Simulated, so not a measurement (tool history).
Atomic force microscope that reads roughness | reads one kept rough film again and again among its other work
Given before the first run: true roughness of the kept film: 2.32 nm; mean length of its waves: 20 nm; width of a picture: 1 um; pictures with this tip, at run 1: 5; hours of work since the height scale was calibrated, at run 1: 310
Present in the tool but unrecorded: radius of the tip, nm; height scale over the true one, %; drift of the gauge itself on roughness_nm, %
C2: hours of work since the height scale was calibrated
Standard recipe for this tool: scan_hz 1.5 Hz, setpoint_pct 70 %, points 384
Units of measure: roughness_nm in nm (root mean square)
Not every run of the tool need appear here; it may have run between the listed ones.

{"run": 1, "day": 0.0, "scan_hz": 1.5, "setpoint_pct": 70, "points": 384, "pictures with this tip": 5, "C2": 310, "roughness_nm": 1.938}
{"run": 2, "day": 0.45, "scan_hz": 1.5, "setpoint_pct": 70, "points": 384, "pictures with this tip": 15, "C2": 316, "roughness_nm": 1.919}
{"run": 3, "day": 1.021, "scan_hz": 1.5, "setpoint_pct": 70, "points": 384, "pictures with this tip": 28, "C2": 324, "roughness_nm": 1.886}
{"run": 4, "day": 1.392, "scan_hz": 3.06, "setpoint_pct": 70, "points": 384, "pictures with this tip": 36, "C2": 329, "roughness_nm": 1.774}
{"run": 5, "day": 2.025, "scan_hz": 3.06, "setpoint_pct": 70, "points": 384, "pictures with this tip": 50, "C2": 338, "roughness_nm": 1.733}
{"run": 6, "day": 2.692, "scan_hz": 3.06, "setpoint_pct": 70, "points": 384, "pictures with this tip": 64, "C2": 347, "roughness_nm": 1.708}
{"run": 7, "day": 3.283, "scan_hz": 1.5, "setpoint_pct": 63, "points": 384, "pictures with this tip": 77, "C2": 355, "roughness_nm": 1.778}
{"run": 8, "day": 3.892, "scan_hz": 1.5, "setpoint_pct": 63, "points": 384, "pictures with this tip": 90, "C2": 364, "roughness_nm": 1.744}
{"run": 9, "day": 4.371, "scan_hz": 1.5, "setpoint_pct": 63, "points": 384, "pictures with this tip": 101, "C2": 371, "roughness_nm": 1.727}
{"run": 10, "day": 4.95, "scan_hz": 1.5, "setpoint_pct": 72, "points": 384, "pictures with this tip": 113, "C2": 379, "roughness_nm": 1.656}
{"day": 5.362, "done": "new tip fitted"}
{"run": 11, "day": 5.604, "scan_hz": 1.5, "setpoint_pct": 72, "points": 384, "pictures with this tip": 5, "C2": 387, "roughness_nm": 1.93}
{"run": 12, "day": 5.954, "scan_hz": 1.32, "setpoint_pct": 78, "points": 396, "pictures with this tip": 13, "C2": 392, "roughness_nm": 1.89}
{"run": 13, "day": 6.246, "scan_hz": 1.32, "setpoint_pct": 78, "points": 396, "pictures with this tip": 19, "C2": 396, "roughness_nm": 1.87}
{"run": 14, "day": 6.825, "scan_hz": 1.32, "setpoint_pct": 78, "points": 396, "pictures with this tip": 32, "C2": 405, "roughness_nm": 1.818}
{"run": 15, "day": 7.417, "scan_hz": 1.32, "setpoint_pct": 78, "points": 396, "pictures with this tip": 45, "C2": 413, "roughness_nm": 1.784}
{"run": 16, "day": 7.888, "scan_hz": 0.5, "setpoint_pct": 87, "points": 445, "pictures with this tip": 55, "C2": 419, "roughness_nm": 1.818}
{"run": 17, "day": 8.408, "scan_hz": 0.53, "setpoint_pct": 70, "points": 345, "pictures with this tip": 66, "C2": 427, "roughness_nm": 1.822}
{"run": 18, "day": 8.946, "scan_hz": 0.53, "setpoint_pct": 70, "points": 345, "pictures with this tip": 78, "C2": 434, "roughness_nm": 1.784}
{"run": 19, "day": 9.604, "scan_hz": 0.53, "setpoint_pct": 70, "points": 345, "pictures with this tip": 92, "C2": 443, "roughness_nm": 1.753}
{"run": 20, "day": 10.238, "scan_hz": 0.53, "setpoint_pct": 70, "points": 345, "pictures with this tip": 106, "C2": 452, "roughness_nm": 1.722}
{"run": 21, "day": 10.742, "scan_hz": 1.5, "setpoint_pct": 62, "points": 305, "pictures with this tip": 117, "C2": 459, "roughness_nm": 1.665}
{"day": 10.925, "done": "new tip fitted"}
{"run": 22, "day": 11.171, "scan_hz": 1.5, "setpoint_pct": 65, "points": 298, "pictures with this tip": 5, "C2": 465, "roughness_nm": 1.934}

Results per run with the tool's hidden condition removed, run-to-run variation unchanged:
run=1 roughness_nm=1.945
run=2 roughness_nm=1.955
run=3 roughness_nm=1.958
run=4 roughness_nm=1.862
run=5 roughness_nm=1.858
run=6 roughness_nm=1.869
run=7 roughness_nm=1.98
run=8 roughness_nm=1.976
run=9 roughness_nm=1.983
run=10 roughness_nm=1.934
run=11 roughness_nm=1.946
run=12 roughness_nm=1.926
run=13 roughness_nm=1.923
run=14 roughness_nm=1.907
run=15 roughness_nm=1.91
run=16 roughness_nm=1.973
run=17 roughness_nm=2.005
run=18 roughness_nm=1.994
run=19 roughness_nm=1.998
run=20 roughness_nm=2.001
run=21 roughness_nm=1.963
run=22 roughness_nm=1.951

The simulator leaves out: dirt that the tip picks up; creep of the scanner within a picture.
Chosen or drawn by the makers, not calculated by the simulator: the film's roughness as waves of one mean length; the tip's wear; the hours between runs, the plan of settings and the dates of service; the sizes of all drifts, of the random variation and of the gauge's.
